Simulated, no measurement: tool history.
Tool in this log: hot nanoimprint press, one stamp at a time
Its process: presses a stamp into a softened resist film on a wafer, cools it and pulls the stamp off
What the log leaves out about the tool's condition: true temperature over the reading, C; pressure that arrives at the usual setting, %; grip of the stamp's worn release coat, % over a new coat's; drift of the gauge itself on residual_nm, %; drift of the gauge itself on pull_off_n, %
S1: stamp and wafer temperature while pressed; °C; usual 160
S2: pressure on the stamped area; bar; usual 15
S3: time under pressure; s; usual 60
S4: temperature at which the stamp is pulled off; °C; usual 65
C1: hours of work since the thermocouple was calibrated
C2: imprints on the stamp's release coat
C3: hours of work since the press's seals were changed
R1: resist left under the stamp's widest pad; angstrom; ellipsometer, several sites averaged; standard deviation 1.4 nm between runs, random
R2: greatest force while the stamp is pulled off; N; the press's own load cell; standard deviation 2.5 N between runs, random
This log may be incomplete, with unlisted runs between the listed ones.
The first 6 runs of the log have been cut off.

Run 7, day 8.438: usual settings but S4 53 °C; C1 103; C2 983; C3 580. Result: R1 2191 angstrom, R2 194 N.
Run 8, day 9.504: usual settings but S2 22.6 bar; C1 117; C2 1066; C3 595. Result: R1 1839 angstrom, R2 166 N.
Run 9, day 10.867: usual settings but S2 22.6 bar; C1 136; C2 1173; C3 613. Result: R1 1834 angstrom, R2 172 N.
Run 10, day 12.238: usual settings but S1 166 °C; C1 154; C2 1281; C3 632. Result: R1 1673 angstrom, R2 178 N.
Run 11, day 13.292: usual settings; C1 169; C2 1363; C3 646. Result: R1 2228 angstrom, R2 180 N.
Run 12, day 14.817: usual settings; C1 189; C2 1483; C3 667. Result: R1 2261 angstrom, R2 190 N.
Run 13, day 15.596: usual settings; C1 200; C2 1544; C3 677. Result: R1 2265 angstrom, R2 188 N.
Run 14, day 16.85: usual settings but S2 18.5 bar; C1 217; C2 1643; C3 694. Result: R1 2015 angstrom, R2 190 N.
Run 15, day 17.979: usual settings but S2 18.5 bar; C1 232; C2 1731; C3 710. Result: R1 2055 angstrom, R2 199 N.
Run 16, day 19.688: usual settings but S1 168 °C, S2 11.2 bar; C1 255; C2 1865; C3 733. Result: R1 1796 angstrom, R2 214 N.
Run 17, day 20.571: usual settings but S2 10.7 bar, S3 40 s, S4 55 °C; C1 267; C2 1935; C3 745. Result: R1 2863 angstrom, R2 258 N.
Run 18, day 21.929: usual settings but S1 162 °C, S2 17.6 bar, S3 41 s, S4 68 °C; C1 286; C2 2041; C3 763. Result: R1 2185 angstrom, R2 214 N.
At day 23.175: plate thermocouple calibrated.
Run 19, day 23.692: usual settings but S1 169 °C, S2 17.6 bar, S3 41 s, S4 68 °C; C1 7; C2 2170; C3 785. Result: R1 1505 angstrom, R2 212 N.
Run 20, day 24.454: usual settings but S1 169 °C, S2 17.6 bar, S3 41 s, S4 68 °C; C1 17; C2 2230; C3 796. Result: R1 1506 angstrom, R2 223 N.
Run 21, day 26.054: usual settings but S1 169 °C, S2 17.6 bar, S3 41 s, S4 68 °C; C1 39; C2 2355; C3 817. Result: R1 1513 angstrom, R2 226 N.
Run 22, day 27.254: usual settings but S1 150 °C, S2 23.7 bar, S3 101 s, S4 68 °C; C1 55; C2 2449; C3 833. Result: R1 2587 angstrom, R2 237 N.
At day 27.812: stamp cleaned and given a new release coat.
Run 23, day 29.346: usual settings but S1 150 °C, S2 9 bar, S3 101 s, S4 55 °C; C1 80; C2 121; C3 858. Result: R1 3410 angstrom, R2 140 N.
Run 24, day 30.238: usual settings but S1 150 °C, S2 9 bar, S3 101 s, S4 55 °C; C1 92; C2 191; C3 870. Result: R1 3418 angstrom, R2 146 N.
Run 25, day 31.583: usual settings but S1 150 °C, S2 9 bar, S3 101 s, S4 55 °C; C1 110; C2 296; C3 889. Result: R1 3383 angstrom, R2 149 N.
Run 26, day 32.971: usual settings but S1 150 °C, S2 9 bar, S3 101 s, S4 55 °C; C1 129; C2 405; C3 907. Result: R1 3447 angstrom, R2 160 N.
Run 27, day 34.538: usual settings but S1 150 °C, S2 9 bar, S3 101 s, S4 55 °C; C1 150; C2 528; C3 929. Result: R1 3389 angstrom, R2 157 N.
Run 28, day 36.083: usual settings but S1 150 °C, S2 16.4 bar, S3 46 s, S4 61 °C; C1 171; C2 649; C3 950. Result: R1 3400 angstrom, R2 156 N.
Run 29, day 37.208: usual settings but S1 150 °C, S2 11.9 bar, S3 108 s, S4 61 °C; C1 187; C2 738; C3 965. Result: R1 3200 angstrom, R2 162 N.
Run 30, day 38.975: usual settings but S1 150 °C, S2 9.7 bar, S3 57 s, S4 61 °C; C1 211; C2 876; C3 989. Result: R1 3577 angstrom, R2 175 N.

Forecast each of these 4 alternatives for the next run:
Run A, day 40.496: usual settings but S1 156 °C, S2 9.7 bar, S3 57 s, S4 56 °C; C1 231; C2 996; C3 1009. Result: R1 ?, R2 ?.
Run B, day 40.496: usual settings but S1 161 °C, S2 16.9 bar, S3 61 s, S4 61 °C; C1 231; C2 996; C3 1009. Result: R1 ?, R2 ?.
Run C, day 40.496: usual settings but S2 9.7 bar, S3 57 s, S4 52 °C; C1 231; C2 996; C3 1009. Result: R1 ?, R2 ?.
Run D, day 40.496: usual settings but S1 154 °C, S2 17.2 bar; C1 231; C2 996; C3 1009. Result: R1 ?, R2 ?.

run    R1   R2
  A  3148  191
  B  2070  173
  C  2750  198
  D  2782  165
Take away the tool's hidden state, keep each run's random variation, and the runs would have read:
run    R1   R2
  A  3023  133
  B  1897  120
  C  2612  137
  D  2595  114
